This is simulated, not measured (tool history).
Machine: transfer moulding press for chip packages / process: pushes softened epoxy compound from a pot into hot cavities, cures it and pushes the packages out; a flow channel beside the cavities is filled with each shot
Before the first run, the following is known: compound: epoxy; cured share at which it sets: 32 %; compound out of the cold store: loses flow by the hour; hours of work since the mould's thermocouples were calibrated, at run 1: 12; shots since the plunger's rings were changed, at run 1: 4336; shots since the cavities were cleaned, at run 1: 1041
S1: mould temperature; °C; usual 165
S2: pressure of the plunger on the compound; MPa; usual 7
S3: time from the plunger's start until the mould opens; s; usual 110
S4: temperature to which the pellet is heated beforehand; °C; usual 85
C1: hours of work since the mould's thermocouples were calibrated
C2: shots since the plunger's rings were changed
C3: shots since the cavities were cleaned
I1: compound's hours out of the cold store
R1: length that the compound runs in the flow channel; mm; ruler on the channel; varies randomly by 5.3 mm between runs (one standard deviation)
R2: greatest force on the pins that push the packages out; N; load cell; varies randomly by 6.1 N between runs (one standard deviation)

run	hour	S1	S2	S3	S4	C1	C2	C3	I1	R1	R2
1	0	165	7	110	85	12	4336	1041	20.5	522	433
# hour 2.5: cavities cleaned with cleaning compound and waxed
2	7.8	165	7	110	85	16	4397	52	37.3	497	258
3	18.8	165	7	110	85	22	4502	157	11.3	537	294
4	25.7	163	7	110	85	26	4569	224	31.4	516	325
5	31.4	163	7	110	85	29	4624	279	36.2	489	351
6	42.2	163	7	110	85	35	4727	382	9.9	544	389
7	54.5	163	7	110	85	42	4846	501	36.1	490	398
8	60.4	163	7	110	85	45	4903	558	32.2	490	406
9	68.1	163	7	110	85	49	4977	632	33.7	501	415
10	75.3	167	7	110	85	53	5046	701	45.1	471	383
11	87.7	165	7	110	91	60	5166	821	34.5	495	413
12	97.3	165	7	110	91	65	5258	913	28.6	510	412
13	105.1	165	7	112	85	69	5334	989	12.9	529	422
# hour 112.3: cavities cleaned with cleaning compound and waxed
14	112.3	165	7	110	85	72	5388	0	37	489	223
15	119.6	166	7	110	85	76	5458	70	43.6	484	264
16	125.9	165	7	105	83	80	5519	131	29.4	505	307
# hour 139.5: plunger's sealing rings changed
17	140.6	165	7	105	83	87	11	248	12	575	344
18	148.3	165	6.2	147	87	91	86	323	28.8	515	316
19	153.9	165	6.2	147	87	94	139	376	20.8	523	329
20	166.2	165	6.95	110	85	101	258	495	29.7	537	374
21	176.8	165	7	90	85	106	360	597	12.1	582	508
22	182.3	165	8.12	106	85	109	413	650	30	581	407
23	194.3	165	7	127	92	116	528	765	28.6	543	381
24	203.6	165	7	127	92	121	618	855	32.4	533	393
25	209	165	6.48	110	92	124	670	907	32.9	516	399
26	219.7	165	6.48	110	92	130	773	1010	47.2	493	414
# hour 225.4: cavities cleaned with cleaning compound and waxed
27	226.5	172	7	123	85	133	824	10	38.3	514	224
28	232.3	157	7	109	85	136	879	65	42.2	523	358
29	244.9	165	6.05	128	77	143	1000	186	12.6	534	275

Forecast each of these 4 alternatives for the next run:
A	256.4	165	5.47	110	85	149	1112	298	13	?	?
B	256.4	165	6.05	128	91	149	1112	298	25.2	?	?
C	256.4	165	7	90	85	149	1112	298	38.8	?	?
D	256.4	173	7	140	85	149	1112	298	20.5	?	?

run	R1	R2
A	506	340
B	510	301
C	518	420
D	539	305
Stripped of hidden state, with their random variation kept, the same runs would have yielded:
run	R1	R2
A	515	237
B	519	207
C	527	291
D	548	211
